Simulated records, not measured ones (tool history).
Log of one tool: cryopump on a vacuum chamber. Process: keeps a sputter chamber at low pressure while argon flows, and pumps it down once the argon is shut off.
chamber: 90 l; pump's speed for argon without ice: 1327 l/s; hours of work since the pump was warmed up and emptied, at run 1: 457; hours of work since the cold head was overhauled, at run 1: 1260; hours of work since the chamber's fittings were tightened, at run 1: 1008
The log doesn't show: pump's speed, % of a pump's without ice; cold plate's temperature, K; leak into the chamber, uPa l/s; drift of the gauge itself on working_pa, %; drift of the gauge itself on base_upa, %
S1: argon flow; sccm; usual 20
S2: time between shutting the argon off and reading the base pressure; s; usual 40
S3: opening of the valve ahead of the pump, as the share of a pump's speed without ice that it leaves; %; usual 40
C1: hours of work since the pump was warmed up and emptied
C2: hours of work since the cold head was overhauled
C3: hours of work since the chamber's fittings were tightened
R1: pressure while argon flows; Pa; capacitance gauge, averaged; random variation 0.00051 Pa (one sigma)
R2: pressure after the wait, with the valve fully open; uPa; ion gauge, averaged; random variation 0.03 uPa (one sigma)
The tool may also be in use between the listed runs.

Run 1, hour 0.0: usual settings; C1 457; C2 1260; C3 1008. Result: R1 0.0664 Pa, R2 2.85 uPa.
Run 2, hour 39.8: usual settings but S3 23 %; C1 482; C2 1286; C3 1033. Result: R1 0.1127 Pa, R2 2.95 uPa.
Run 3, hour 68.6: usual settings; C1 500; C2 1304; C3 1051. Result: R1 0.0675 Pa, R2 2.94 uPa.
Run 4, hour 111.4: usual settings; C1 527; C2 1331; C3 1078. Result: R1 0.0671 Pa, R2 3.09 uPa.
Run 5, hour 139.3: usual settings; C1 545; C2 1349; C3 1096. Result: R1 0.0674 Pa, R2 2.99 uPa.
Run 6, hour 194.1: usual settings; C1 580; C2 1383; C3 1131. Result: R1 0.0670 Pa, R2 3.16 uPa.
Run 7, hour 247.7: usual settings; C1 614; C2 1417; C3 1164. Result: R1 0.0674 Pa, R2 3.15 uPa.
Run 8, hour 275.8: usual settings but S2 50 s; C1 631; C2 1435; C3 1182. Result: R1 0.0678 Pa, R2 2.91 uPa.
Run 9, hour 333.5: usual settings but S2 50 s; C1 668; C2 1471; C3 1219. Result: R1 0.0682 Pa, R2 2.98 uPa.
Run 10, hour 373.4: usual settings but S1 33 sccm; C1 693; C2 1497; C3 1244. Result: R1 0.1128 Pa, R2 3.26 uPa.
Run 11, hour 427.0: usual settings but S1 33 sccm; C1 727; C2 1530; C3 1278. Result: R1 0.1128 Pa, R2 3.32 uPa.
Run 12, hour 471.9: usual settings but S1 33 sccm; C1 755; C2 1559; C3 1306. Result: R1 0.1140 Pa, R2 3.47 uPa.
Run 13, hour 508.8: usual settings but S3 15 %; C1 779; C2 1582; C3 1330. Result: R1 0.1757 Pa, R2 3.48 uPa.
At hour 517.7: pump warmed up, emptied and cooled again.
Run 14, hour 558.2: usual settings but S3 15 %; C1 26; C2 1610; C3 1358. Result: R1 0.1706 Pa, R2 3.20 uPa.
Run 15, hour 595.9: usual settings but S2 175 s, S3 15 %; C1 50; C2 1634; C3 1382. Result: R1 0.1704 Pa, R2 2.28 uPa.
Run 16, hour 640.0: usual settings but S2 175 s, S3 15 %; C1 77; C2 1662; C3 1409. Result: R1 0.1715 Pa, R2 2.30 uPa.
Run 17, hour 698.3: usual settings; C1 114; C2 1699; C3 1446. Result: R1 0.0641 Pa, R2 3.25 uPa.
Run 18, hour 740.1: usual settings but S1 35 sccm, S2 41 s, S3 22 %; C1 141; C2 1725; C3 1473. Result: R1 0.2035 Pa, R2 3.26 uPa.
Run 19, hour 766.4: usual settings but S1 15 sccm, S2 41 s, S3 22 %; C1 157; C2 1742; C3 1489. Result: R1 0.0875 Pa, R2 3.44 uPa.
Run 20, hour 797.3: usual settings but S2 180 s, S3 35 %; C1 177; C2 1761; C3 1509. Result: R1 0.0745 Pa, R2 2.44 uPa.
Run 21, hour 841.7: usual settings but S1 17 sccm, S2 49 s; C1 205; C2 1790; C3 1537. Result: R1 0.0554 Pa, R2 3.28 uPa.
Run 22, hour 901.4: usual settings but S2 249 s; C1 243; C2 1827; C3 1575. Result: R1 0.0660 Pa, R2 2.47 uPa.
Run 23, hour 953.7: usual settings but S2 249 s; C1 276; C2 1860; C3 1608. Result: R1 0.0653 Pa, R2 2.58 uPa.
Run 24, hour 999.6: usual settings but S2 25 s; C1 305; C2 1889; C3 1637. Result: R1 0.0662 Pa, R2 4.44 uPa.
Run 25, hour 1028.1: usual settings but S2 25 s; C1 323; C2 1907; C3 1655. Result: R1 0.0664 Pa, R2 4.43 uPa.
Run 26, hour 1057.3: usual settings but S2 25 s; C1 341; C2 1926; C3 1673. Result: R1 0.0657 Pa, R2 4.54 uPa.
Run 27, hour 1102.3: usual settings but S2 36 s; C1 370; C2 1954; C3 1702. Result: R1 0.0662 Pa, R2 3.90 uPa.
Run 28, hour 1130.5: usual settings but S1 23 sccm, S2 59 s, S3 32 %; C1 388; C2 1972; C3 1720. Result: R1 0.0949 Pa, R2 3.31 uPa.
Run 29, hour 1181.6: usual settings but S1 23 sccm, S2 59 s, S3 32 %; C1 420; C2 2005; C3 1752. Result: R1 0.0944 Pa, R2 3.55 uPa.
Run 30, hour 1222.3: usual settings but S1 23 sccm, S2 59 s, S3 32 %; C1 446; C2 2030; C3 1778. Result: R1 0.0947 Pa, R2 3.70 uPa.
Run 31, hour 1248.7: usual settings but S1 10 sccm, S2 79 s, S3 32 %; C1 462; C2 2047; C3 1794. Result: R1 0.0411 Pa, R2 3.34 uPa.
Run 32, hour 1307.2: usual settings but S2 94 s, S3 53 %; C1 499; C2 2084; C3 1831. Result: R1 0.0507 Pa, R2 3.29 uPa.
Run 33, hour 1357.7: usual settings but S1 40 sccm; C1 531; C2 2116; C3 1863. Result: R1 0.1347 Pa, R2 4.04 uPa.
Run 34, hour 1384.1: usual settings but S1 9 sccm; C1 548; C2 2133; C3 1880. Result: R1 0.0302 Pa, R2 4.12 uPa.

The same runs without the tool's hidden state, with the same run-to-run variation:
run      R1    R2
  1  0.0635  1.47
  2  0.1097  1.52
  3  0.0644  1.49
  4  0.0638  1.55
  5  0.0639  1.47
  6  0.0633  1.52
  7  0.0635  1.49
  8  0.0637  1.21
  9  0.0640  1.24
 10  0.1054  1.47
 11  0.1050  1.46
 12  0.1059  1.52
 13  0.1706  1.49
 14  0.1701  1.50
 15  0.1698  0.53
 16  0.1707  0.55
 17  0.0632  1.46
 18  0.2016  1.43
 19  0.0866  1.50
 20  0.0732  0.54
 21  0.0542  1.28
 22  0.0643  0.42
 23  0.0634  0.43
 24  0.0642  2.27
 25  0.0643  2.26
 26  0.0634  2.28
 27  0.0638  1.62
 28  0.0920  1.01
 29  0.0913  1.12
 30  0.0914  1.15
 31  0.0396  0.89
 32  0.0475  0.76
 33  0.1279  1.50
 34  0.0287  1.50
